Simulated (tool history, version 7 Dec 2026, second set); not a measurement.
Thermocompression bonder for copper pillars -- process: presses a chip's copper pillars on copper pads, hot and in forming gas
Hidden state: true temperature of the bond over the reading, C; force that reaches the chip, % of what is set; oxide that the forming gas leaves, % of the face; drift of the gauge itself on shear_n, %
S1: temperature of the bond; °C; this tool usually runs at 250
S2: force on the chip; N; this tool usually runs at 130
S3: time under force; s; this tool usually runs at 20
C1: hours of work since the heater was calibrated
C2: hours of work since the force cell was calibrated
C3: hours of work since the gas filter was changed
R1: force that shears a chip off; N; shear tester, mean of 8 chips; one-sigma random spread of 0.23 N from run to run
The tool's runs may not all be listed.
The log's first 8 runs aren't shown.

{"hour": 155.9, "done": "forming gas filter changed"}
{"run": 9, "hour": 168.8, "S1": 250, "S2": 130, "S3": 20, "C1": 454, "C2": 884, "C3": 9, "R1": 52.4}
{"run": 10, "hour": 190.7, "S1": 269, "S2": 130, "S3": 20, "C1": 470, "C2": 900, "C3": 25, "R1": 62.0}
{"run": 11, "hour": 207.9, "S1": 269, "S2": 130, "S3": 20, "C1": 482, "C2": 912, "C3": 37, "R1": 61.9}
{"run": 12, "hour": 231.5, "S1": 250, "S2": 146, "S3": 20, "C1": 499, "C2": 929, "C3": 54, "R1": 55.6}
{"run": 13, "hour": 248.1, "S1": 250, "S2": 179, "S3": 20, "C1": 511, "C2": 941, "C3": 66, "R1": 60.8}
{"run": 14, "hour": 268.0, "S1": 250, "S2": 130, "S3": 20, "C1": 525, "C2": 955, "C3": 80, "R1": 52.3}
{"run": 15, "hour": 284.7, "S1": 250, "S2": 130, "S3": 20, "C1": 537, "C2": 967, "C3": 92, "R1": 52.2}
{"run": 16, "hour": 307.3, "S1": 250, "S2": 144, "S3": 20, "C1": 553, "C2": 983, "C3": 108, "R1": 55.2}
{"run": 17, "hour": 324.2, "S1": 250, "S2": 130, "S3": 38, "C1": 565, "C2": 995, "C3": 120, "R1": 63.1}
{"run": 18, "hour": 355.5, "S1": 250, "S2": 130, "S3": 38, "C1": 587, "C2": 1017, "C3": 142, "R1": 63.3}
{"run": 19, "hour": 380.5, "S1": 250, "S2": 130, "S3": 38, "C1": 605, "C2": 1035, "C3": 160, "R1": 62.7}
{"run": 20, "hour": 402.8, "S1": 250, "S2": 130, "S3": 38, "C1": 621, "C2": 1051, "C3": 176, "R1": 62.7}
{"run": 21, "hour": 432.0, "S1": 250, "S2": 130, "S3": 38, "C1": 642, "C2": 1072, "C3": 197, "R1": 62.8}
{"hour": 439.9, "done": "forming gas filter changed"}
{"run": 22, "hour": 446.9, "S1": 248, "S2": 130, "S3": 17, "C1": 652, "C2": 1082, "C3": 5, "R1": 48.4}
{"run": 23, "hour": 477.2, "S1": 248, "S2": 130, "S3": 17, "C1": 674, "C2": 1104, "C3": 27, "R1": 48.8}

For run 24, what comes out?
{"run": 24, "hour": 504.6, "S1": 248, "S2": 130, "S3": 17, "C1": 693, "C2": 1123, "C3": 46, "R1": "?"}

{"run 24": {"R1": 49.0}}
With no hidden state in the tool, this same run would have given R1 48.9 N.
